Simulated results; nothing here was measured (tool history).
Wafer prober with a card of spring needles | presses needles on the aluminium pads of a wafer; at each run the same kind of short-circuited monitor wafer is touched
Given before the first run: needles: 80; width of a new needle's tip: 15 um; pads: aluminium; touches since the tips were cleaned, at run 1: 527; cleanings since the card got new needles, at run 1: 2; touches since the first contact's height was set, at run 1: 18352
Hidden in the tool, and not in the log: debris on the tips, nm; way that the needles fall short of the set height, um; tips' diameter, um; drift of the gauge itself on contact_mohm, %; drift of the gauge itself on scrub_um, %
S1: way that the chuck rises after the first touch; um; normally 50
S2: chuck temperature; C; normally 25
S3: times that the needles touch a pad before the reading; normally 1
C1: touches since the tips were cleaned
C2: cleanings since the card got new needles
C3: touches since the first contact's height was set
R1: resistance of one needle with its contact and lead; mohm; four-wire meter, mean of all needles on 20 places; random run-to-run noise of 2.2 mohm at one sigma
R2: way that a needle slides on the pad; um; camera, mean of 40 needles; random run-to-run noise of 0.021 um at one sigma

run   hour  S1   S2  S3    C1  C2     C3   R1     R2
  1    0.0  50   25   1   527   2  18352  247  10.23
  2    5.8  50   25   1  1398   2  19223  242  10.19
  3   16.1  50   25   1  2930   2  20755  242  10.13
  4   22.1  50   25   1  3836   2  21661  246  10.18
  5   30.4  50   31   1  5076   2  22901  246  10.19
  6   40.5  50   25   2  6575   2  24400  248  10.18
      50.5  -- tips cleaned on abrasive film
  7   52.5  50   25   2   298   3  26186  244  10.14
  8   60.6  50   25   2  1511   3  27399  244  10.15
  9   73.1  50   49   2  3368   3  29256  247  10.14
 10   81.2  50   49   2  4576   3  30464  253  10.14
 11   92.2  50   49   2  6222   3  32110  247  10.13
 12  103.7  50   49   2  7946   3  33834  250  10.09
     104.4  -- tips cleaned on abrasive film
 13  115.6  53   49   2  1663   4  35592  248  10.71
 14  127.0  53   49   2  3373   4  37302  250  10.75
 15  132.1  53   49   2  4124   4  38053  248  10.67
 16  137.5  53   49   2  4939   4  38868  251  10.69
 17  147.2  35   25   2  6387   4  40316  251   7.06
     158.6  -- tips cleaned on abrasive film
 18  159.1  35   25   2    76   5  42087  247   7.06
 19  166.3  62   32   2  1139   5  43150  245  12.48
 20  175.5  45   72   2  2512   5  44523  260   9.08
 21  183.3  50   37   2  3681   5  45692  248  10.08
 22  194.3  50   37   2  5333   5  47344  245  10.03
 23  201.5  50  119   1  6403   5  48414  266  10.06
 24  208.7  50   48   2  7476   5  49487  251  10.08
     212.7  -- tips cleaned on abrasive film
 25  219.2  39   90   1   968   6  51041  264   7.85
 26  228.3  39   90   1  2330   6  52403  265   7.83
 27  234.2  39   76   1  3207   6  53280  264   7.83
 28  240.7  56   63   1  4180   6  54253  256  11.23
 29  249.8  56   63   1  5546   6  55619  251  11.25
 30  258.0  68   25   2  6771   6  56844  243  13.61
 31  264.6  68   25   2  7763   6  57836  244  13.59

5 ways to go on from here, each from the tool as it stands after run 31. What would each give?
     267.3  -- tips cleaned on abrasive film
  A  271.5  43  25   1  623   7  58847   ?   ?
     267.3  -- tips cleaned on abrasive film
  B  271.5  38  78   1  623   7  58847   ?   ?
     267.3  -- tips cleaned on abrasive film
  C  271.5  34  25   2  623   7  58847   ?   ?
     267.3  -- tips cleaned on abrasive film
  D  271.5  65  30   2  623   7  58847   ?   ?
     267.3  -- tips cleaned on abrasive film
  E  271.5  60  79   2  623   7  58847   ?   ?

run   R1     R2
  A  247   8.58
  B  260   7.60
  C  249   6.82
  D  242  13.03
  E  259  11.96
What these runs would have given with no unlogged condition in the tool:
run   R1     R2
  A  247   8.75
  B  260   7.75
  C  249   6.96
  D  242  13.29
  E  259  12.20

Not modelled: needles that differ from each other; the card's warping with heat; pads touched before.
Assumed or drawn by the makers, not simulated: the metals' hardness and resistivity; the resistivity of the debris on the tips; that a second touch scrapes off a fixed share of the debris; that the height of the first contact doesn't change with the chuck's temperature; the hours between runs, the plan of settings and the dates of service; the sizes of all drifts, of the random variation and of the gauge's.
